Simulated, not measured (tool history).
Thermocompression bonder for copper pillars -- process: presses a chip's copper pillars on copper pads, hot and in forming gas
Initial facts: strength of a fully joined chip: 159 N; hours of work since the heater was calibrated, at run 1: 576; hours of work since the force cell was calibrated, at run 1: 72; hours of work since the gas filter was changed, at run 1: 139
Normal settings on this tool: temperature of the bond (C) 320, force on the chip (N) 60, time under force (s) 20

run,hour,temperature of the bond (C),force on the chip (N),time under force (s),hours of work since the heater was calibrated,hours of work since the force cell was calibrated,hours of work since the gas filter was changed,force that shears a chip off (N)
1,0,320,60,20,576,72,139,73.8
2,17.7,340,60,20,584,81,147,89.9
3,34.9,340,60,20,593,89,156,90.4
4,44.6,340,60,20,597,93,160,89.4
5,55.3,340,60,20,602,98,165,88.2
6,71.7,340,60,20,610,106,173,87.9
7,87.4,340,60,20,618,114,180,89.1
8,103.2,340,60,20,625,121,188,87.4
# hour 113.8: heater calibrated with a thermocouple chip
9,119.8,340,60,20,3,128,195,84.1
10,134.7,320,59,20,10,135,202,66.7
# hour 152.5: heater calibrated with a thermocouple chip, once more
11,152.5,320,59,20,0,143,210,79.6
12,168.2,320,60,20,7,150,217,81.9
13,186.1,320,60,27,16,159,226,87.7
14,197.9,320,48,20,22,164,231,69.7
15,213.6,320,60,20,29,172,239,80.7
16,226.8,320,60,60,35,178,245,113.1
17,237.6,320,60,60,41,183,250,111.6
18,249.3,320,60,48,46,189,256,103.9
19,266.1,320,60,20,54,197,264,80.1
20,279.5,320,60,20,60,203,270,81.7
21,290.5,320,60,20,66,208,275,79.1
22,302.3,320,60,20,71,214,281,80.7
23,312.1,340,70,37,76,219,286,119.8
24,322,340,70,37,81,223,290,121.1

Estimate the outcome of run 25 from the log above:
25,330.3,316,66,22,85,227,294,?

For run 25 the tool returned force that shears a chip off (N) 84.1.
Minus the tool's unlogged condition, the same run would have read force that shears a chip off (N) 87.1.
